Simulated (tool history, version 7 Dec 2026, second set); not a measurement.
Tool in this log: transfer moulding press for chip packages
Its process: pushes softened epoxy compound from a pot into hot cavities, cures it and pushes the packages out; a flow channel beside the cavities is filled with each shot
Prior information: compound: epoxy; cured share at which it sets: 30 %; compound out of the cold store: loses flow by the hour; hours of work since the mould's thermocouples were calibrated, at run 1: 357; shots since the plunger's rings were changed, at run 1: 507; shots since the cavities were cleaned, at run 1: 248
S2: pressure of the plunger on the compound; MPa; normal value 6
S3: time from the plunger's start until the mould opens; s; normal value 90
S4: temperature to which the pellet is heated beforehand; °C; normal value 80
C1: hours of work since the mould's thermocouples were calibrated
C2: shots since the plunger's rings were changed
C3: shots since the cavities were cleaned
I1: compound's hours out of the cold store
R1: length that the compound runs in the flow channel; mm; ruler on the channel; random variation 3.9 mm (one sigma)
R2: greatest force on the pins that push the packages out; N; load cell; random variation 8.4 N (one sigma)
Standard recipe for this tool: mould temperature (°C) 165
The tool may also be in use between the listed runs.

Run 1, hour 0: usual settings; C1 357; C2 507; C3 248; I1 18.1. Result: R1 728 mm, R2 595 N.
Run 2, hour 30.5: usual settings; C1 376; C2 891; C3 632; I1 46.1. Result: R1 625 mm, R2 680 N.
Run 3, hour 57.4: usual settings; C1 392; C2 1231; C3 972; I1 27.5. Result: R1 693 mm, R2 745 N.
At hour 64.8: cavities cleaned with cleaning compound and waxed.
Run 4, hour 90.2: usual settings; C1 412; C2 1626; C3 321; I1 16.9. Result: R1 718 mm, R2 552 N.
Run 5, hour 113: usual settings but S3 83 s; C1 426; C2 1912; C3 607; I1 34.9. Result: R1 661 mm, R2 741 N.
At hour 148.6: cavities cleaned with cleaning compound and waxed.
Run 6, hour 148.8: usual settings but S3 83 s; C1 447; C2 2345; C3 2; I1 23.2. Result: R1 691 mm, R2 440 N.
Run 7, hour 169.1: usual settings but S3 83 s, S4 72 °C; C1 459; C2 2601; C3 258; I1 23.6. Result: R1 695 mm, R2 637 N.
Run 8, hour 200.7: usual settings but S3 83 s, S4 72 °C; C1 478; C2 2999; C3 656; I1 11.8. Result: R1 748 mm, R2 894 N.
At hour 234.5: cavities cleaned with cleaning compound and waxed.
Run 9, hour 238.5: usual settings but S3 83 s, S4 72 °C; C1 501; C2 3457; C3 50; I1 20.2. Result: R1 711 mm, R2 512 N.
Run 10, hour 258.7: usual settings but S3 107 s, S4 72 °C; C1 513; C2 3712; C3 305; I1 27.1. Result: R1 679 mm, R2 468 N.
Run 11, hour 294.6: usual settings but S3 107 s, S4 72 °C; C1 535; C2 4164; C3 757; I1 9.5. Result: R1 739 mm, R2 588 N.
Run 12, hour 313.3: usual settings; C1 546; C2 4400; C3 993; I1 42.5. Result: R1 621 mm, R2 739 N.
At hour 318.3: cavities cleaned with cleaning compound and waxed.
Run 13, hour 338.6: usual settings; C1 561; C2 4699; C3 255; I1 22.3. Result: R1 682 mm, R2 533 N.
At hour 349.2: mould's thermocouples calibrated.
Run 14, hour 367.5: usual settings; C1 11; C2 5039; C3 595; I1 39.1. Result: R1 632 mm, R2 657 N.
Run 15, hour 383.2: usual settings; C1 21; C2 5237; C3 793; I1 36. Result: R1 633 mm, R2 729 N.
At hour 405: cavities cleaned with cleaning compound and waxed.
Run 16, hour 419.9: usual settings but mould temperature (°C) 157, S2 7.39 MPa, S3 107 s, S4 72 °C; C1 42; C2 5679; C3 187; I1 46.2. Result: R1 694 mm, R2 625 N.
Run 17, hour 438.6: usual settings but mould temperature (°C) 157, S2 7.39 MPa, S3 107 s, S4 72 °C; C1 54; C2 5916; C3 424; I1 27.9. Result: R1 758 mm, R2 815 N.
Run 18, hour 458.2: usual settings but mould temperature (°C) 157, S2 6.37 MPa; C1 66; C2 6163; C3 671; I1 32.8. Result: R1 681 mm, R2 1307 N.
At hour 463.7: plunger's sealing rings changed.
At hour 492.2: cavities cleaned with cleaning compound and waxed.
Run 19, hour 492.2: usual settings but mould temperature (°C) 173, S4 79 °C; C1 84; C2 340; C3 0; I1 8. Result: R1 743 mm, R2 305 N.
Run 20, hour 524: usual settings but S3 102 s, S4 87 °C; C1 104; C2 742; C3 402; I1 10.9. Result: R1 759 mm, R2 535 N.
Run 21, hour 541: usual settings but mould temperature (°C) 161, S2 4.64 MPa, S3 102 s, S4 87 °C; C1 114; C2 955; C3 615; I1 25.7. Result: R1 623 mm, R2 745 N.
Run 22, hour 568.9: usual settings but mould temperature (°C) 159, S2 4.78 MPa, S3 106 s, S4 89 °C; C1 131; C2 1307; C3 967; I1 22.4. Result: R1 651 mm, R2 862 N.
At hour 575.7: cavities cleaned with cleaning compound and waxed.
Run 23, hour 587.8: usual settings but mould temperature (°C) 160, S2 5.35 MPa, S3 86 s, S4 74 °C; C1 142; C2 1527; C3 152; I1 18.8. Result: R1 697 mm, R2 821 N.
Run 24, hour 612.6: usual settings but S3 81 s, S4 85 °C; C1 157; C2 1839; C3 464; I1 37. Result: R1 657 mm, R2 750 N.
Run 25, hour 643.4: usual settings but S3 116 s, S4 85 °C; C1 176; C2 2228; C3 853; I1 25.9. Result: R1 684 mm, R2 590 N.
At hour 661.6: cavities cleaned with cleaning compound and waxed.
Run 26, hour 681.7: usual settings but S3 116 s, S4 85 °C; C1 199; C2 2691; C3 253; I1 46.4. Result: R1 615 mm, R2 422 N.
Run 27, hour 699.5: usual settings but S3 116 s, S4 85 °C; C1 209; C2 2916; C3 478; I1 15.6. Result: R1 722 mm, R2 509 N.
Run 28, hour 736.8: usual settings but mould temperature (°C) 170, S2 5.76 MPa, S3 71 s; C1 232; C2 3386; C3 948; I1 36.9. Result: R1 623 mm, R2 819 N.
At hour 746.5: cavities cleaned with cleaning compound and waxed.
Run 29, hour 753.6: usual settings but mould temperature (°C) 170, S2 5.76 MPa, S3 71 s; C1 242; C2 3579; C3 90; I1 46.4. Result: R1 582 mm, R2 501 N.

Each row is a separate what-if for the run after 29, all from the same tool condition, not one after another. Results?
Run A, hour 787.7: usual settings but S4 84 °C; C1 263; C2 4009; C3 520; I1 32.3. Result: R1 ?, R2 ?.
Run B, hour 787.7: usual settings but S2 5.88 MPa, S3 72 s; C1 263; C2 4009; C3 520; I1 16.7. Result: R1 ?, R2 ?.
Run C, hour 787.7: usual settings but mould temperature (°C) 170, S2 5.76 MPa, S3 71 s, S4 77 °C; C1 263; C2 4009; C3 520; I1 12.8. Result: R1 ?, R2 ?.

run   R1    R2
  A  657   658
  B  706  1119
  C  699   803
Stripped of hidden state, with their random variation kept, the same runs would have yielded:
run   R1   R2
  A  684  369
  B  735  631
  C  728  454
